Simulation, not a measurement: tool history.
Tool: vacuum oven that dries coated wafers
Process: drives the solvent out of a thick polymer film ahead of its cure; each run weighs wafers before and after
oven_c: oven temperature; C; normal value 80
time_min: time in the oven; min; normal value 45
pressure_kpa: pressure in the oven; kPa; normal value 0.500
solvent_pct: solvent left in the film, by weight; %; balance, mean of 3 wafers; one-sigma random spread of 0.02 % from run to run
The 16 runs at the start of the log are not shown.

run   hour  oven_c  time_min  pressure_kpa  solvent_pct
 17  145.2      72        74         0.500         0.71
 18  157.6      68        54         0.500         1.91
 19  166.2      88        54         0.500         0.30
 20  179.1      88        54         0.500         0.26
 21  188.2      80        68         0.606         0.45
 22  198.0      69        45         0.563         2.42
 23  205.9      95        55         0.520         0.19
 24  213.8      66        26         0.500         6.25
 25  223.2      66        26         0.500         6.20
 26  234.8      66        80         0.487         1.18
 27  241.5      80        55         1.558         1.07
 28  247.7      80        55         1.558         1.03
 29  256.2      80        56         0.770         0.64
 30  267.3      82        41         1.417         1.14

Each row is a separate what-if for the run after 30, all from the same tool condition, not one after another. Results?
  A  278.9      89        45         0.747            ?
  B  278.9      92        61         1.504            ?
  C  278.9      66        45         0.415            ?
  D  278.9      76        25         0.703            ?
  E  278.9      68        45         0.500            ?

run  solvent_pct
  A         0.39
  B         0.57
  C         3.04
  D         3.59
  E         2.57
Stripped of hidden state, with their random variation kept, the same runs would have yielded:
run  solvent_pct
  A         0.41
  B         0.57
  C         3.57
  D         4.18
  E         3.05
